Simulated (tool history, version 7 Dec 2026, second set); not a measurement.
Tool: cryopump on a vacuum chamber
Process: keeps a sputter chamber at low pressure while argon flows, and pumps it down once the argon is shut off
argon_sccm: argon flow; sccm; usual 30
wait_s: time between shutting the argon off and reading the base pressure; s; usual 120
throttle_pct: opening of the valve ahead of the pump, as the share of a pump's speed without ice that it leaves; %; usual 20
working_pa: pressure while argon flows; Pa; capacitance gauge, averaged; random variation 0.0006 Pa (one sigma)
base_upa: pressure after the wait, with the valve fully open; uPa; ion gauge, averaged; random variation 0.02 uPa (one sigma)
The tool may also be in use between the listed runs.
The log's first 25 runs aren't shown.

run 26 hour=1772.5 | argon_sccm=23 wait_s=212 throttle_pct=20 | working_pa=0.0824 base_upa=0.98
run 27 hour=1858.5 | argon_sccm=14 wait_s=69 throttle_pct=48 | working_pa=0.0230 base_upa=1.18
-- hour=1910.2 pump warmed up, emptied and cooled again
run 28 hour=1926.6 | argon_sccm=52 wait_s=65 throttle_pct=15 | working_pa=0.2357 base_upa=0.99
run 29 hour=1976.2 | argon_sccm=43 wait_s=120 throttle_pct=26 | working_pa=0.1146 base_upa=0.95
run 30 hour=2055.9 | argon_sccm=16 wait_s=207 throttle_pct=26 | working_pa=0.0431 base_upa=1.00
run 31 hour=2119.0 | argon_sccm=14 wait_s=268 throttle_pct=27 | working_pa=0.0360 base_upa=0.96
run 32 hour=2190.4 | argon_sccm=37 wait_s=268 throttle_pct=16 | working_pa=0.1616 base_upa=1.07
run 33 hour=2258.6 | argon_sccm=15 wait_s=195 throttle_pct=44 | working_pa=0.0250 base_upa=1.10
-- hour=2282.2 leaking fittings of the chamber tightened, without venting
run 34 hour=2358.0 | argon_sccm=30 wait_s=268 throttle_pct=20 | working_pa=0.1085 base_upa=0.23
-- hour=2423.7 pump warmed up, emptied and cooled again
run 35 hour=2429.0 | argon_sccm=56 wait_s=120 throttle_pct=57 | working_pa=0.0673 base_upa=0.29

Forecast each of these 3 alternatives for the next run:
run A hour=2514.1 | argon_sccm=56 wait_s=131 throttle_pct=33 | working_pa=? base_upa=?
run B hour=2514.1 | argon_sccm=14 wait_s=224 throttle_pct=51 | working_pa=? base_upa=?
run C hour=2514.1 | argon_sccm=41 wait_s=120 throttle_pct=20 | working_pa=? base_upa=?

run=A working_pa=0.1174 base_upa=0.29
run=B working_pa=0.0200 base_upa=0.29
run=C working_pa=0.1429 base_upa=0.31
Without the tool's hidden state the same runs would have given:
run=A working_pa=0.1146 base_upa=0.21
run=B working_pa=0.0193 base_upa=0.22
run=C working_pa=0.1409 base_upa=0.23
